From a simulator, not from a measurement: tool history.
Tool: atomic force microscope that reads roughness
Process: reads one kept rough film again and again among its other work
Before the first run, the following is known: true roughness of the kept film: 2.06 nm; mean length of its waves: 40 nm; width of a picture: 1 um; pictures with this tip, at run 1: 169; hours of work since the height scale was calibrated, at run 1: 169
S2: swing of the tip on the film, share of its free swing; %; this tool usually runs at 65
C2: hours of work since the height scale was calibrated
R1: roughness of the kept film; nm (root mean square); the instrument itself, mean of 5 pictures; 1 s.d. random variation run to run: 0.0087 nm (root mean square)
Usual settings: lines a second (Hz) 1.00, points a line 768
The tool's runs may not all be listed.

Run 1, hour 0.0: usual settings; pictures with this tip 169; C2 169. Result: R1 1.766 nm (root mean square).
Run 2, hour 18.1: usual settings; pictures with this tip 198; C2 179. Result: R1 1.717 nm (root mean square).
Run 3, hour 36.0: usual settings; pictures with this tip 227; C2 189. Result: R1 1.709 nm (root mean square).
Run 4, hour 52.7: usual settings but lines a second (Hz) 2.45; pictures with this tip 254; C2 198. Result: R1 1.650 nm (root mean square).
Run 5, hour 62.1: usual settings; pictures with this tip 269; C2 204. Result: R1 1.660 nm (root mean square).
Run 6, hour 70.6: usual settings but S2 89 %; pictures with this tip 283; C2 209. Result: R1 1.607 nm (root mean square).
Run 7, hour 85.0: usual settings but S2 89 %; pictures with this tip 306; C2 217. Result: R1 1.576 nm (root mean square).
Run 8, hour 94.4: usual settings but S2 60 %; pictures with this tip 321; C2 222. Result: R1 1.645 nm (root mean square).
Run 9, hour 104.7: usual settings but S2 60 %; pictures with this tip 337; C2 228. Result: R1 1.637 nm (root mean square).
At hour 112.0: new tip fitted.
Run 10, hour 115.9: usual settings; pictures with this tip 7; C2 234. Result: R1 1.909 nm (root mean square).
Run 11, hour 128.8: usual settings but points a line 332; pictures with this tip 27; C2 241. Result: R1 1.892 nm (root mean square).
Run 12, hour 144.5: usual settings but points a line 332; pictures with this tip 53; C2 250. Result: R1 1.858 nm (root mean square).
Run 13, hour 160.6: usual settings but lines a second (Hz) 0.51, points a line 332; pictures with this tip 79; C2 259. Result: R1 1.838 nm (root mean square).
Run 14, hour 168.7: usual settings but lines a second (Hz) 0.51, points a line 332; pictures with this tip 92; C2 263. Result: R1 1.842 nm (root mean square).
Run 15, hour 181.7: usual settings but lines a second (Hz) 0.51, points a line 332; pictures with this tip 112; C2 271. Result: R1 1.819 nm (root mean square).
Run 16, hour 189.3: usual settings but lines a second (Hz) 0.51, points a line 332; pictures with this tip 125; C2 275. Result: R1 1.809 nm (root mean square).
Run 17, hour 200.1: usual settings but lines a second (Hz) 0.51, points a line 332; pictures with this tip 142; C2 281. Result: R1 1.803 nm (root mean square).
Run 18, hour 213.0: usual settings; pictures with this tip 163; C2 288. Result: R1 1.767 nm (root mean square).
Run 19, hour 221.7: usual settings; pictures with this tip 177; C2 293. Result: R1 1.759 nm (root mean square).
Run 20, hour 235.1: usual settings; pictures with this tip 198; C2 301. Result: R1 1.739 nm (root mean square).
Run 21, hour 246.0: usual settings; pictures with this tip 216; C2 307. Result: R1 1.722 nm (root mean square).
Run 22, hour 257.0: usual settings but lines a second (Hz) 1.36, S2 80 %, points a line 382; pictures with this tip 233; C2 313. Result: R1 1.647 nm (root mean square).
Run 23, hour 271.1: usual settings but lines a second (Hz) 0.56, S2 56 %; pictures with this tip 256; C2 321. Result: R1 1.726 nm (root mean square).
Run 24, hour 278.5: usual settings but S2 60 %, points a line 955; pictures with this tip 268; C2 325. Result: R1 1.693 nm (root mean square).
Run 25, hour 294.6: usual settings but lines a second (Hz) 0.89, S2 87 %, points a line 955; pictures with this tip 294; C2 334. Result: R1 1.610 nm (root mean square).
Run 26, hour 303.0: usual settings but lines a second (Hz) 0.50, S2 58 %, points a line 955; pictures with this tip 307; C2 339. Result: R1 1.663 nm (root mean square).
Run 27, hour 311.8: usual settings but lines a second (Hz) 1.51, S2 74 %; pictures with this tip 321; C2 344. Result: R1 1.595 nm (root mean square).
Run 28, hour 323.5: usual settings but lines a second (Hz) 1.51, S2 74 %, points a line 432; pictures with this tip 340; C2 350. Result: R1 1.594 nm (root mean square).
At hour 328.7: new tip fitted.
Run 29, hour 341.2: usual settings but lines a second (Hz) 1.51, S2 61 %, points a line 432; pictures with this tip 20; C2 360. Result: R1 1.883 nm (root mean square).
Run 30, hour 356.3: usual settings but lines a second (Hz) 1.51, S2 61 %, points a line 432; pictures with this tip 44; C2 369. Result: R1 1.855 nm (root mean square).
Run 31, hour 367.6: usual settings but lines a second (Hz) 1.56, S2 61 %, points a line 432; pictures with this tip 62; C2 375. Result: R1 1.843 nm (root mean square).
Run 32, hour 379.8: usual settings but lines a second (Hz) 1.56, S2 61 %, points a line 432; pictures with this tip 82; C2 382. Result: R1 1.825 nm (root mean square).
Run 33, hour 388.2: usual settings but lines a second (Hz) 1.56, S2 61 %, points a line 432; pictures with this tip 95; C2 386. Result: R1 1.805 nm (root mean square).
Run 34, hour 399.1: usual settings but lines a second (Hz) 0.73, S2 62 %; pictures with this tip 113; C2 393. Result: R1 1.812 nm (root mean square).
Run 35, hour 409.2: usual settings but lines a second (Hz) 1.41, S2 80 %, points a line 600; pictures with this tip 129; C2 398. Result: R1 1.724 nm (root mean square).
Run 36, hour 424.5: usual settings but lines a second (Hz) 2.90; pictures with this tip 154; C2 407. Result: R1 1.718 nm (root mean square).
Run 37, hour 441.3: usual settings but lines a second (Hz) 2.46, S2 74 %, points a line 919; pictures with this tip 181; C2 416. Result: R1 1.661 nm (root mean square).

Take each entry between the runs: how does the hidden state at the last listed run before it differ from the hidden state at the first listed run after it?
From run 9 to run 10: new tip fitted (hour 112.0)
  radius of the tip, nm: 47 -> 11; height scale over the true one, %: -0.27 -> -0.28
  difference, measured minus the result without the unlogged condition, R1: -0.299 -> -0.014 nm (root mean square)
From run 28 to run 29: new tip fitted (hour 328.7)
  radius of the tip, nm: 46.3 -> 12.4; height scale over the true one, %: -0.52 -> -0.54
  difference, measured minus the result without the unlogged condition, R1: -0.289 -> -0.032 nm (root mean square)
